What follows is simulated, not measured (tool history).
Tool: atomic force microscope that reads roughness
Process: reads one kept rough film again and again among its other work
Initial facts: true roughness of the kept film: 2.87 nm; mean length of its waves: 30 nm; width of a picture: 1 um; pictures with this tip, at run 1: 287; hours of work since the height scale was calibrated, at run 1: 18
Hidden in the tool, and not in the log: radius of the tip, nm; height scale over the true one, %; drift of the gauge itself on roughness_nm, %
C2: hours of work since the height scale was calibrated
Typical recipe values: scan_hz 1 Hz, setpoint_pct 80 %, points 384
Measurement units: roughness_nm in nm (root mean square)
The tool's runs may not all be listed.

run 1 day=0 | scan_hz=1 setpoint_pct=80 points=384 | pictures_with_this_tip=287 C2=18 | roughness_nm=2.517
run 2 day=0.45 | scan_hz=1 setpoint_pct=80 points=384 | pictures_with_this_tip=297 C2=23 | roughness_nm=2.512
-- day=1.179 new tip fitted
run 3 day=1.25 | scan_hz=1 setpoint_pct=80 points=384 | pictures_with_this_tip=1 C2=33 | roughness_nm=2.514
run 4 day=1.742 | scan_hz=1 setpoint_pct=80 points=384 | pictures_with_this_tip=13 C2=39 | roughness_nm=2.506
run 5 day=2.275 | scan_hz=1 setpoint_pct=80 points=384 | pictures_with_this_tip=26 C2=45 | roughness_nm=2.502
run 6 day=2.779 | scan_hz=1 setpoint_pct=67 points=384 | pictures_with_this_tip=39 C2=52 | roughness_nm=2.579
run 7 day=3.333 | scan_hz=1 setpoint_pct=67 points=384 | pictures_with_this_tip=52 C2=59 | roughness_nm=2.608
run 8 day=3.942 | scan_hz=1 setpoint_pct=67 points=384 | pictures_with_this_tip=67 C2=66 | roughness_nm=2.572
run 9 day=4.279 | scan_hz=1 setpoint_pct=67 points=384 | pictures_with_this_tip=75 C2=70 | roughness_nm=2.59
run 10 day=4.708 | scan_hz=1 setpoint_pct=67 points=444 | pictures_with_this_tip=85 C2=76 | roughness_nm=2.595
run 11 day=5.025 | scan_hz=1 setpoint_pct=83 points=444 | pictures_with_this_tip=93 C2=80 | roughness_nm=2.478
run 12 day=5.746 | scan_hz=1 setpoint_pct=83 points=444 | pictures_with_this_tip=111 C2=89 | roughness_nm=2.475
run 13 day=6.275 | scan_hz=0.74 setpoint_pct=80 points=453 | pictures_with_this_tip=124 C2=95 | roughness_nm=2.578
run 14 day=6.767 | scan_hz=0.69 setpoint_pct=82 points=474 | pictures_with_this_tip=136 C2=101 | roughness_nm=2.538
run 15 day=7.129 | scan_hz=1 setpoint_pct=62 points=993 | pictures_with_this_tip=144 C2=106 | roughness_nm=2.632
run 16 day=7.767 | scan_hz=1 setpoint_pct=62 points=993 | pictures_with_this_tip=160 C2=114 | roughness_nm=2.651
run 17 day=8.538 | scan_hz=2.4 setpoint_pct=82 points=718 | pictures_with_this_tip=179 C2=123 | roughness_nm=2.294
run 18 day=8.892 | scan_hz=2.4 setpoint_pct=82 points=718 | pictures_with_this_tip=187 C2=128 | roughness_nm=2.292
run 19 day=9.333 | scan_hz=2.48 setpoint_pct=80 points=265 | pictures_with_this_tip=198 C2=133 | roughness_nm=2.279
run 20 day=9.825 | scan_hz=2.48 setpoint_pct=80 points=265 | pictures_with_this_tip=210 C2=139 | roughness_nm=2.281
run 21 day=10.171 | scan_hz=2.48 setpoint_pct=58 points=265 | pictures_with_this_tip=218 C2=143 | roughness_nm=2.535
run 22 day=10.862 | scan_hz=2.48 setpoint_pct=58 points=265 | pictures_with_this_tip=235 C2=152 | roughness_nm=2.542
run 23 day=11.646 | scan_hz=1.24 setpoint_pct=78 points=263 | pictures_with_this_tip=254 C2=162 | roughness_nm=2.481

Branching from run 23: 3 alternative next runs. What would each branch give?
run A day=12.158 | scan_hz=0.65 setpoint_pct=78 points=432 | pictures_with_this_tip=267 C2=168 | roughness_nm=?
run B day=12.158 | scan_hz=2.67 setpoint_pct=76 points=322 | pictures_with_this_tip=267 C2=168 | roughness_nm=?
run C day=12.158 | scan_hz=2.29 setpoint_pct=60 points=375 | pictures_with_this_tip=267 C2=168 | roughness_nm=?

run=A roughness_nm=2.58
run=B roughness_nm=2.322
run=C roughness_nm=2.525
Had the tool no hidden state, the same runs would have come out as:
run=A roughness_nm=2.589
run=B roughness_nm=2.331
run=C roughness_nm=2.534

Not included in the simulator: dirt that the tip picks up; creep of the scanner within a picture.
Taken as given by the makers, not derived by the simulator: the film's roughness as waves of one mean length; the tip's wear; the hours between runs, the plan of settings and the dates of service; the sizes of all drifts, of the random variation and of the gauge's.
